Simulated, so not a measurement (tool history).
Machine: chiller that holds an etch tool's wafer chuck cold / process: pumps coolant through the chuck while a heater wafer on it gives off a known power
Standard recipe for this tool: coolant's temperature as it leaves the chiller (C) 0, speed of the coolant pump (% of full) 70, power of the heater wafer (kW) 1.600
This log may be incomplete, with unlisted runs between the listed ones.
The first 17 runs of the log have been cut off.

run	hour	coolant's temperature as it leaves the chiller (C)	speed of the coolant pump (% of full)	power of the heater wafer (kW)	hours since the coolant was changed and the channels were flushed	hours since the pump was overhauled	hours since the chiller's thermometer was calibrated	chuck's temperature once it has settled (C)	how much warmer the coolant comes back (C)
18	2147.1	3	60	0.867	1798	4634	4634	19.3	5.11
# hour 2262.4: coolant pump overhauled
# hour 2290.4: chiller's thermometer calibrated
19	2300.5	0	74	1.843	1945	37	10	25.4	6.86
20	2457.8	5	74	2.163	2103	194	167	35.0	8.01
21	2637.9	5	91	1.153	2283	374	347	18.4	3.42
22	2816.1	5	91	1.153	2461	553	526	18.4	3.43
# hour 2846.6: coolant changed, channels flushed
23	2938.3	5	91	1.153	92	669	642	17.1	3.51
24	3112.2	-1	70	2.166	266	843	816	28.7	8.75
25	3196.8	-9	70	1.600	350	927	900	13.0	6.50
26	3294.5	-10	66	0.823	448	1025	998	2.0	3.58
27	3369.1	-10	66	2.120	523	1100	1073	21.5	9.28
28	3528.0	6	99	2.120	681	1259	1232	27.5	5.93
29	3647.1	-7	78	2.120	801	1378	1351	20.3	7.81
30	3739.8	-7	70	2.120	893	1470	1443	23.6	8.74
31	3854.3	8	70	1.938	1008	1585	1558	36.2	8.15

Consider 4 possible next runs. They are alternatives, not a sequence: every one starts from the tool as it was left by run 31. What does each give?
A	3955.9	6	70	1.938	1109	1687	1659	?	?
B	3955.9	9	64	0.934	1109	1687	1659	?	?
C	3955.9	-7	99	2.269	1109	1687	1659	?	?
D	3955.9	7	79	0.854	1109	1687	1659	?	?

run	chuck's temperature once it has settled (C)	how much warmer the coolant comes back (C)
A	34.4	8.19
B	23.7	4.34
C	16.7	6.39
D	17.9	3.15
With no hidden state in the tool, these same runs would have given:
run	chuck's temperature once it has settled (C)	how much warmer the coolant comes back (C)
A	31.7	7.57
B	22.5	4.01
C	14.5	5.90
D	17.1	2.91

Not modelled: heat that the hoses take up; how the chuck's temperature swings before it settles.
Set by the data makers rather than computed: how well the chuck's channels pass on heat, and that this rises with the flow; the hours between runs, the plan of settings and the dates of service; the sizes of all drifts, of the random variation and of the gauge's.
